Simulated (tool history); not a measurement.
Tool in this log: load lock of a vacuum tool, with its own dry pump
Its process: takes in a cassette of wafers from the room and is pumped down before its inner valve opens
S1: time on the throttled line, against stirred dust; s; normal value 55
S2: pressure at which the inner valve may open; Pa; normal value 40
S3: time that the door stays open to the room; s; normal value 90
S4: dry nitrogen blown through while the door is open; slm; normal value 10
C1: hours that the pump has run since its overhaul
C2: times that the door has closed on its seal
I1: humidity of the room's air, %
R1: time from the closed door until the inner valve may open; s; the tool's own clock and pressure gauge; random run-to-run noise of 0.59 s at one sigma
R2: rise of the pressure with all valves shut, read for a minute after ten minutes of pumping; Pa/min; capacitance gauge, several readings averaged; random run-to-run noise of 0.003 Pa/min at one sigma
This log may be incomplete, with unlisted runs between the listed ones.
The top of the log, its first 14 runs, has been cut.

| run | day | S1 | S2 | S3 | S4 | C1 | C2 | I1 | R1 | R2 |
|---|---|---|---|---|---|---|---|---|---|---|
| 15 | 51.267 | 55 | 40 | 97 | 10 | 4832 | 19471 | 47.7 | 85.2 | 0.052 |
| 16 | 55.942 | 55 | 40 | 97 | 10 | 4944 | 19952 | 47.2 | 84.6 | 0.050 |
| 17 | 58.900 | 55 | 40 | 97 | 10 | 5015 | 20258 | 44.1 | 85.0 | 0.049 |
| 18 | 64.229 | 55 | 40 | 90 | 10 | 5143 | 20806 | 44.6 | 84.9 | 0.045 |
| 19 | 67.275 | 55 | 40 | 90 | 14 | 5216 | 21121 | 44.2 | 84.8 | 0.040 |
| 20 | 69.892 | 83 | 45 | 239 | 10 | 5279 | 21390 | 41.8 | 107.2 | 0.064 |
|  | 73.225 | door's seal changed, seat wiped |
| 21 | 73.712 | 67 | 50 | 110 | 10 | 5369 | 50 | 45.8 | 95.4 | 0.049 |
| 22 | 78.883 | 30 | 50 | 110 | 30 | 5493 | 583 | 41.6 | 63.7 | 0.029 |
| 23 | 82.017 | 43 | 50 | 110 | 7 | 5569 | 906 | 44.3 | 73.6 | 0.058 |
| 24 | 86.929 | 43 | 47 | 186 | 7 | 5687 | 1412 | 42.2 | 74.4 | 0.062 |
| 25 | 90.417 | 55 | 32 | 90 | 7 | 5770 | 1771 | 44.1 | 86.0 | 0.051 |
| 26 | 92.904 | 55 | 40 | 73 | 18 | 5830 | 2028 | 45.2 | 85.3 | 0.036 |
| 27 | 96.975 | 55 | 40 | 73 | 18 | 5928 | 2447 | 46.3 | 84.7 | 0.034 |
| 28 | 100.571 | 34 | 59 | 213 | 29 | 6014 | 2818 | 45.6 | 66.3 | 0.041 |
| 29 | 102.829 | 34 | 59 | 213 | 29 | 6068 | 3050 | 47.5 | 66.0 | 0.035 |
| 30 | 106.283 | 88 | 40 | 90 | 10 | 6151 | 3406 | 46.2 | 112.9 | 0.046 |
| 31 | 111.583 | 88 | 40 | 90 | 10 | 6278 | 3953 | 40.9 | 111.6 | 0.042 |
| 32 | 113.854 | 32 | 29 | 54 | 11 | 6333 | 4187 | 46.0 | 68.5 | 0.038 |
| 33 | 117.021 | 55 | 31 | 152 | 6 | 6409 | 4513 | 45.4 | 86.4 | 0.064 |
| 34 | 119.317 | 55 | 31 | 152 | 6 | 6464 | 4749 | 41.6 | 87.3 | 0.055 |
| 35 | 124.225 | 55 | 39 | 90 | 5 | 6582 | 5255 | 44.7 | 85.4 | 0.053 |
| 36 | 129.292 | 110 | 39 | 90 | 10 | 6703 | 5777 | 45.1 | 129.1 | 0.049 |
| 37 | 132.779 | 55 | 29 | 56 | 27 | 6787 | 6136 | 43.9 | 86.8 | 0.028 |

3 options for the next run, each taken on its own from the tool as it stands now. Forecast them:
| A | 135.775 | 55 | 40 | 90 | 33 | 6859 | 6445 | 44.3 | ? | ? |
| B | 135.775 | 55 | 32 | 56 | 5 | 6859 | 6445 | 47.2 | ? | ? |
| C | 135.775 | 68 | 37 | 195 | 10 | 6859 | 6445 | 43.7 | ? | ? |

| run | R1 | R2 |
|---|---|---|
| A | 85.0 | 0.022 |
| B | 86.3 | 0.047 |
| C | 96.6 | 0.058 |
Without the tool's hidden state the same runs would have given:
| run | R1 | R2 |
|---|---|---|
| A | 85.0 | 0.022 |
| B | 86.3 | 0.047 |
| C | 96.6 | 0.058 |
